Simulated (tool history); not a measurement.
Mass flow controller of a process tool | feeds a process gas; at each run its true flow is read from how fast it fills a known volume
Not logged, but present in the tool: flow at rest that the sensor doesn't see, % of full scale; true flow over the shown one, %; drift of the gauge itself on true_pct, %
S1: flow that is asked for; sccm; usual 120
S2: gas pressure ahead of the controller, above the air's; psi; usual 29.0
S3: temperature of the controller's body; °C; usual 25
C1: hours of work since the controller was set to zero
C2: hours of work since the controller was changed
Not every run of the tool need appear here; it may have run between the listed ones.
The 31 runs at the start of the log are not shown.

Run 32, hour 2290.6: usual settings but S1 51 sccm, S2 32.8 psi; C1 2285; C2 2285. Result: true flow (%) 98.83.
Run 33, hour 2361.7: usual settings but S1 142 sccm, S2 32.8 psi; C1 2317; C2 2317. Result: true flow (%) 100.53.
Run 34, hour 2447.5: usual settings but S1 142 sccm, S2 32.8 psi; C1 2355; C2 2355. Result: true flow (%) 100.56.
Run 35, hour 2518.7: usual settings but S1 196 sccm, S2 31.9 psi, S3 28 °C; C1 2387; C2 2387. Result: true flow (%) 101.21.
Run 36, hour 2603.9: usual settings but S1 196 sccm, S2 31.9 psi, S3 28 °C; C1 2425; C2 2425. Result: true flow (%) 101.30.
Run 37, hour 2650.2: usual settings but S1 196 sccm, S2 31.9 psi, S3 28 °C; C1 2446; C2 2446. Result: true flow (%) 101.30.
Run 38, hour 2752.4: usual settings but S1 196 sccm, S2 31.9 psi, S3 28 °C; C1 2492; C2 2492. Result: true flow (%) 101.31.
Run 39, hour 2843.0: usual settings; C1 2532; C2 2532. Result: true flow (%) 100.28.
At hour 2855.5: gauge calibrated.
Run 40, hour 2906.4: usual settings but S1 41 sccm; C1 2561; C2 2561. Result: true flow (%) 97.24.
Run 41, hour 2984.3: usual settings but S1 41 sccm, S2 24.8 psi, S3 24 °C; C1 2596; C2 2596. Result: true flow (%) 97.28.
Run 42, hour 3081.2: usual settings but S2 27.8 psi, S3 35 °C; C1 2639; C2 2639. Result: true flow (%) 97.58.
Run 43, hour 3131.5: usual settings but S2 27.8 psi, S3 35 °C; C1 2662; C2 2662. Result: true flow (%) 97.70.
Run 44, hour 3190.5: usual settings but S1 104 sccm, S2 33.6 psi; C1 2688; C2 2688. Result: true flow (%) 98.65.
Run 45, hour 3248.7: usual settings but S1 104 sccm, S2 33.6 psi; C1 2714; C2 2714. Result: true flow (%) 98.73.
Run 46, hour 3296.6: usual settings but S1 39 sccm, S2 33.6 psi, S3 24 °C; C1 2736; C2 2736. Result: true flow (%) 97.71.
Run 47, hour 3386.9: usual settings but S1 183 sccm, S2 33.6 psi; C1 2776; C2 2776. Result: true flow (%) 100.14.

What if the next run were any one of these 5? Each begins from the tool's condition after run 47:
Run A, hour 3482.1: usual settings but S1 40 sccm, S2 24.9 psi, S3 23 °C; C1 2819; C2 2819. Result: true flow (%) ?.
Run B, hour 3482.1: usual settings but S1 183 sccm, S2 32.9 psi, S3 35 °C; C1 2819; C2 2819. Result: true flow (%) ?.
Run C, hour 3482.1: usual settings but S1 38 sccm, S2 21.2 psi, S3 35 °C; C1 2819; C2 2819. Result: true flow (%) ?.
Run D, hour 3482.1: usual settings but S1 183 sccm, S2 33.6 psi, S3 37 °C; C1 2819; C2 2819. Result: true flow (%) ?.
Run E, hour 3482.1: usual settings but S1 183 sccm, S2 33.6 psi, S3 30 °C; C1 2819; C2 2819. Result: true flow (%) ?.

run  true flow (%)
  A          97.69
  B          99.07
  C          96.21
  D          98.86
  E          99.71
What these runs would have given with no unlogged condition in the tool:
run  true flow (%)
  A          97.32
  B          98.70
  C          95.84
  D          98.49
  E          99.34
